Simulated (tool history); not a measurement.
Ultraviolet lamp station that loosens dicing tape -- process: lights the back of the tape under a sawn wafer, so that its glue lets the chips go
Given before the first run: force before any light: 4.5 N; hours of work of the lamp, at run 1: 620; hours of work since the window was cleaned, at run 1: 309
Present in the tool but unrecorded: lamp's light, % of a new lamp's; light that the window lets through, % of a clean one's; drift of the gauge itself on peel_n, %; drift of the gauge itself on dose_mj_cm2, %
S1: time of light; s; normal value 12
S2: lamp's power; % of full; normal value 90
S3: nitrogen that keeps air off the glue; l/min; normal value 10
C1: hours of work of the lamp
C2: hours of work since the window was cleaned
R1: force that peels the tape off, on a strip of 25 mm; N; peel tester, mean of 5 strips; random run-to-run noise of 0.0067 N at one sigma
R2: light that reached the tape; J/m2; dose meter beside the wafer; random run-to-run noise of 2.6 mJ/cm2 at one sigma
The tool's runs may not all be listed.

run,hour,S1,S2,S3,C1,C2,R1,R2
1,0.0,12,90,10,620,309,0.463,1890
2,21.9,17,90,10,634,324,0.296,2700
3,41.5,12,90,11,647,336,0.482,1940
4,66.2,12,90,11,663,352,0.481,1860
5,82.8,12,90,11,673,363,0.496,1810
# hour 89.1: window cleaned of glue's vapour
6,99.8,12,90,11,684,7,0.660,1580
7,114.4,12,90,11,693,16,0.680,1500
8,133.5,12,90,11,706,29,0.678,1480
9,164.7,12,100,10,726,49,0.657,1550
10,191.3,12,100,10,743,66,0.681,1550
11,219.9,12,100,10,762,84,0.726,1490
# hour 235.6: window cleaned of glue's vapour, once more
12,244.3,12,100,10,777,6,0.376,2160
13,269.3,8,89,10,793,22,0.929,1210
14,298.4,22,65,6,812,41,0.460,2460
# hour 309.3: lamp changed
15,322.9,22,65,6,9,56,0.215,4270
16,351.4,22,65,4,27,74,0.277,4210
17,374.3,22,65,4,42,89,0.277,4200
18,404.7,9,90,10,62,109,0.347,2340
19,431.3,9,90,10,79,126,0.367,2300
20,447.6,7,67,10,89,136,0.881,1300
21,468.7,12,93,3,103,150,0.533,3040
22,493.4,12,74,4,119,166,0.634,2380
23,514.8,14,93,19,133,180,0.193,3450
24,535.5,14,93,19,146,193,0.190,3390

Forecast each of these 5 alternatives for the next run:
A,551.0,20,96,4,156,203,?,?
B,551.0,12,64,6,156,203,?,?
C,551.0,20,86,4,156,203,?,?
D,551.0,12,90,6,156,203,?,?
E,551.0,17,100,6,156,203,?,?

run,R1,R2
A,0.227,4990
B,0.652,1990
C,0.261,4460
D,0.367,2850
E,0.229,4430
With no hidden state in the tool, these same runs would have given:
run,R1,R2
A,0.200,6100
B,0.470,2440
C,0.220,5450
D,0.275,3490
E,0.207,5410
